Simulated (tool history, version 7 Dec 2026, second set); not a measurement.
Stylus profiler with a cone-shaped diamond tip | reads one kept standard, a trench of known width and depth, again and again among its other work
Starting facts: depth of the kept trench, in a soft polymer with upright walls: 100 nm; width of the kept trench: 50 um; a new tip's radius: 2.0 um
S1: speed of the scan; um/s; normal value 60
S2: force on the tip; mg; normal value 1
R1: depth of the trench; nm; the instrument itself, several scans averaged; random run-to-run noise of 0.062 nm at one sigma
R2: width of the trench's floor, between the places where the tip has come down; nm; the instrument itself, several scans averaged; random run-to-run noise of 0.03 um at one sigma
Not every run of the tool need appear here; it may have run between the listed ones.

run,hour,S1,S2,R1,R2
1,0,60,1,101.13,47690
2,13.7,60,1,101.15,47680
3,32.6,60,1,101.05,47660
4,46.4,60,1,101.03,47680
5,67.4,60,1,101.21,47720
6,81.4,60,1,101.14,47650
7,96.3,60,1,101.02,47660
8,114.7,60,1,101.04,47640
9,127.5,60,0.78,101.05,47620
10,144.6,60,2.26,101.48,47620
11,161.2,60,1.79,101.4,47690
12,172.7,20,1,101.05,47680
13,192.1,17,1,101.05,47760
14,216.5,17,1,101.05,47710
# hour 218.1: height scale calibrated on a step standard
15,239.3,17,0.54,101.26,47730
16,262.1,17,0.54,101.19,47690
17,282.8,60,0.96,101.48,47600
18,299.4,49,2.69,101.98,47690
# hour 310: height scale calibrated on a step standard, once more
19,312.4,78,0.57,100.33,47420
20,329.2,35,1.12,100.66,47660
21,343.6,175,2.12,101,47380
22,365.2,175,2.12,101.02,47370
23,379.7,23,1.48,100.79,47730
24,396.7,25,0.52,100.42,47610
25,418.3,29,1.86,100.94,47640
26,430,29,1.86,100.92,47670
27,441.2,60,1.56,100.81,47570
28,457.3,60,1.56,100.85,47550
29,467.8,60,1.56,100.79,47600
# hour 473.6: new tip fitted, height scale calibrated
30,489.8,60,1.56,100.89,48650
31,514.4,191,2.26,101.16,48380
32,534.3,60,1.08,100.79,48530
33,559.1,223,0.73,100.53,48000

Some steps in R1, run to run, broken into two amounts with sign: the step expected even without the hidden condition (settings, incoming material, random variation), and the rest, left for the hidden condition together with whatever gauge scatter is not in both the measured and the hidden-condition-free result:
The tool's hidden condition here consists of: radius of the tip, um; height scale over the true one, %; drift of the gauge itself on depth_nm, %; drift of the gauge itself on floor_um, %.
Run 2 -> 3: nothing adjusted, nothing logged. R1 -0.1 nm: hidden state +0.01, all else -0.11.
Run 14 -> 15: S2 1 -> 0.54, height scale calibrated on a step standard. R1 +0.21 nm: hidden state +0.3, all else -0.09.
Run 17 -> 18: S1 60 -> 49, S2 0.96 -> 2.69. R1 +0.5 nm: hidden state +0, all else +0.5.
Run 18 -> 19: S1 49 -> 78, S2 2.69 -> 0.57, height scale calibrated on a step standard, once more. R1 -1.65 nm: hidden state -0.8, all else -0.85.
Run 24 -> 25: S1 25 -> 29, S2 0.52 -> 1.86. R1 +0.52 nm: hidden state +0, all else +0.52.
